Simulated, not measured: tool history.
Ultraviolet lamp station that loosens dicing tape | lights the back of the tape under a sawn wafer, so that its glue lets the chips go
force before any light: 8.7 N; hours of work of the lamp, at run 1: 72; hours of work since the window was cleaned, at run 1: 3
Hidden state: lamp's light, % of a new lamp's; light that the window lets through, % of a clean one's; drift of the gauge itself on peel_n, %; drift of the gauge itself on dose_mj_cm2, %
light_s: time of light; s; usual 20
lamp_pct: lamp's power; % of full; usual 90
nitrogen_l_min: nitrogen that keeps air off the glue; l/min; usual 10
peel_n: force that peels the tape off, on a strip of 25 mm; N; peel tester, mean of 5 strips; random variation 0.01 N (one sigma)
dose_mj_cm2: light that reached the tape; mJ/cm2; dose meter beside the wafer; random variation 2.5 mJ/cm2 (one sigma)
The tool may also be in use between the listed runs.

| run | hour | light_s | lamp_pct | nitrogen_l_min | hours of work of the lamp | hours of work since the window was cleaned | peel_n | dose_mj_cm2 |
|---|---|---|---|---|---|---|---|---|
| 1 | 0 | 20 | 90 | 10 | 72 | 3 | 0.508 | 288 |
| 2 | 8.4 | 13 | 90 | 10 | 78 | 9 | 1.232 | 186 |
| 3 | 14.9 | 16 | 90 | 10 | 82 | 13 | 0.836 | 227 |
| 4 | 21.3 | 16 | 90 | 10 | 87 | 18 | 0.841 | 227 |
| 5 | 28.1 | 16 | 90 | 10 | 92 | 23 | 0.89 | 228 |
| 6 | 32.1 | 16 | 90 | 10 | 94 | 25 | 0.854 | 225 |
| 7 | 40.9 | 16 | 90 | 10 | 101 | 32 | 0.853 | 224 |
| 8 | 48.9 | 16 | 80 | 7 | 106 | 37 | 1.443 | 200 |
|  | 50.1 | window cleaned of glue's vapour |
| 9 | 58.1 | 16 | 80 | 7 | 112 | 6 | 1.452 | 197 |
| 10 | 66.8 | 16 | 80 | 7 | 119 | 12 | 1.422 | 194 |
| 11 | 73.9 | 16 | 80 | 7 | 124 | 17 | 1.446 | 194 |

5 ways to go on from here, each from the tool as it stands after run 11. What would each give?
| A | 79.5 | 20 | 65 | 3 | 128 | 21 | ? | ? |
| B | 79.5 | 40 | 91 | 7 | 128 | 21 | ? | ? |
| C | 79.5 | 22 | 64 | 6 | 128 | 21 | ? | ? |
| D | 79.5 | 11 | 80 | 7 | 128 | 21 | ? | ? |
| E | 79.5 | 11 | 92 | 18 | 128 | 21 | ? | ? |

| run | peel_n | dose_mj_cm2 |
|---|---|---|
| A | 2.405 | 197 |
| B | 0.182 | 546 |
| C | 1.372 | 212 |
| D | 2.515 | 135 |
| E | 1.224 | 155 |
Without the tool's hidden state the same runs would have given:
| run | peel_n | dose_mj_cm2 |
|---|---|---|
| A | 2.112 | 218 |
| B | 0.163 | 604 |
| C | 1.147 | 234 |
| D | 2.22 | 149 |
| E | 1.015 | 171 |

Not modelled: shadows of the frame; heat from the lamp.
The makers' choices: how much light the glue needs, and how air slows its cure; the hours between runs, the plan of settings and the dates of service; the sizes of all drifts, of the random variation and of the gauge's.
